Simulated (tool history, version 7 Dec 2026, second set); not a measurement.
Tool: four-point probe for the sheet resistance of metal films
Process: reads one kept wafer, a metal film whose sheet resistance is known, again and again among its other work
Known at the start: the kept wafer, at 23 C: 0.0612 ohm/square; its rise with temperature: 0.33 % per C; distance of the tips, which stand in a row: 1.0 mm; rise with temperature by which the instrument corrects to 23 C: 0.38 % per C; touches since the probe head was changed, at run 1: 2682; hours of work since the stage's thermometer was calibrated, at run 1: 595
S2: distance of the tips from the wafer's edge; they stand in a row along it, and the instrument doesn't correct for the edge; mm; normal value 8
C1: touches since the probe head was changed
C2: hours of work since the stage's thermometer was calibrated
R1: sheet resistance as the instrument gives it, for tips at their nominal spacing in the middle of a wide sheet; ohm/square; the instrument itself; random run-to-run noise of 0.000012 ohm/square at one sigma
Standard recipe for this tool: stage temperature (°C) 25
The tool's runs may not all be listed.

{"run": 1, "day": 0.0, "stage temperature (°C)": 25, "S2": 8, "C1": 2682, "C2": 595, "R1": 0.061994}
{"run": 2, "day": 0.454, "stage temperature (°C)": 33, "S2": 8, "C1": 2850, "C2": 600, "R1": 0.061776}
{"run": 3, "day": 0.9, "stage temperature (°C)": 33, "S2": 8, "C1": 3014, "C2": 604, "R1": 0.061748}
{"run": 4, "day": 1.696, "stage temperature (°C)": 33, "S2": 8, "C1": 3307, "C2": 612, "R1": 0.061762}
{"run": 5, "day": 2.346, "stage temperature (°C)": 33, "S2": 8, "C1": 3547, "C2": 619, "R1": 0.061779}
{"run": 6, "day": 3.121, "stage temperature (°C)": 33, "S2": 8, "C1": 3832, "C2": 627, "R1": 0.061779}
{"run": 7, "day": 3.667, "stage temperature (°C)": 33, "S2": 3, "C1": 4034, "C2": 632, "R1": 0.064707}
{"run": 8, "day": 4.058, "stage temperature (°C)": 25, "S2": 8, "C1": 4178, "C2": 636, "R1": 0.061977}
{"run": 9, "day": 4.642, "stage temperature (°C)": 32, "S2": 8, "C1": 4392, "C2": 642, "R1": 0.061785}
{"run": 10, "day": 5.317, "stage temperature (°C)": 32, "S2": 8, "C1": 4642, "C2": 649, "R1": 0.061813}
{"run": 11, "day": 6.171, "stage temperature (°C)": 32, "S2": 15, "C1": 4957, "C2": 657, "R1": 0.061446}
{"run": 12, "day": 6.896, "stage temperature (°C)": 32, "S2": 15, "C1": 5224, "C2": 665, "R1": 0.061455}
{"run": 13, "day": 7.383, "stage temperature (°C)": 25, "S2": 8, "C1": 5403, "C2": 670, "R1": 0.062017}
{"run": 14, "day": 8.121, "stage temperature (°C)": 25, "S2": 8, "C1": 5675, "C2": 677, "R1": 0.061992}
{"day": 8.183, "done": "stage's thermometer calibrated"}
{"run": 15, "day": 8.871, "stage temperature (°C)": 18, "S2": 8, "C1": 5944, "C2": 7, "R1": 0.062222}
{"run": 16, "day": 9.725, "stage temperature (°C)": 30, "S2": 4, "C1": 6260, "C2": 16, "R1": 0.063354}
{"day": 9.8, "done": "stage's thermometer calibrated, once more"}
{"run": 17, "day": 10.338, "stage temperature (°C)": 33, "S2": 32, "C1": 6478, "C2": 5, "R1": 0.061238}
{"run": 18, "day": 11.242, "stage temperature (°C)": 33, "S2": 32, "C1": 6810, "C2": 15, "R1": 0.061267}
{"run": 19, "day": 11.817, "stage temperature (°C)": 25, "S2": 23, "C1": 7022, "C2": 20, "R1": 0.061521}
{"run": 20, "day": 12.25, "stage temperature (°C)": 25, "S2": 23, "C1": 7182, "C2": 25, "R1": 0.061524}
{"run": 21, "day": 13.121, "stage temperature (°C)": 32, "S2": 3, "C1": 7503, "C2": 34, "R1": 0.064721}
{"run": 22, "day": 13.662, "stage temperature (°C)": 28, "S2": 25, "C1": 7702, "C2": 39, "R1": 0.061417}
{"run": 23, "day": 14.121, "stage temperature (°C)": 35, "S2": 8, "C1": 7872, "C2": 44, "R1": 0.06168}
{"run": 24, "day": 14.817, "stage temperature (°C)": 24, "S2": 17, "C1": 8128, "C2": 51, "R1": 0.061622}
{"run": 25, "day": 15.408, "stage temperature (°C)": 24, "S2": 17, "C1": 8346, "C2": 57, "R1": 0.061616}
{"run": 26, "day": 16.275, "stage temperature (°C)": 30, "S2": 5, "C1": 8665, "C2": 66, "R1": 0.062649}
{"run": 27, "day": 16.712, "stage temperature (°C)": 20, "S2": 4, "C1": 8826, "C2": 70, "R1": 0.063638}

Each row is a separate what-if for the run after 27, all from the same tool condition, not one after another. Results?
{"run": "A", "day": 17.521, "stage temperature (°C)": 18, "S2": 9, "C1": 9125, "C2": 78, "R1": "?"}
{"run": "B", "day": 17.521, "stage temperature (°C)": 20, "S2": 8, "C1": 9125, "C2": 78, "R1": "?"}
{"run": "C", "day": 17.521, "stage temperature (°C)": 20, "S2": 19, "C1": 9125, "C2": 78, "R1": "?"}
{"run": "D", "day": 17.521, "stage temperature (°C)": 33, "S2": 69, "C1": 9125, "C2": 78, "R1": "?"}

run=A R1=0.062088
run=B R1=0.062150
run=C R1=0.061725
run=D R1=0.061259
Without the tool's unlogged condition, the same runs would have read:
run=A R1=0.061754
run=B R1=0.061816
run=C R1=0.061392
run=D R1=0.060929

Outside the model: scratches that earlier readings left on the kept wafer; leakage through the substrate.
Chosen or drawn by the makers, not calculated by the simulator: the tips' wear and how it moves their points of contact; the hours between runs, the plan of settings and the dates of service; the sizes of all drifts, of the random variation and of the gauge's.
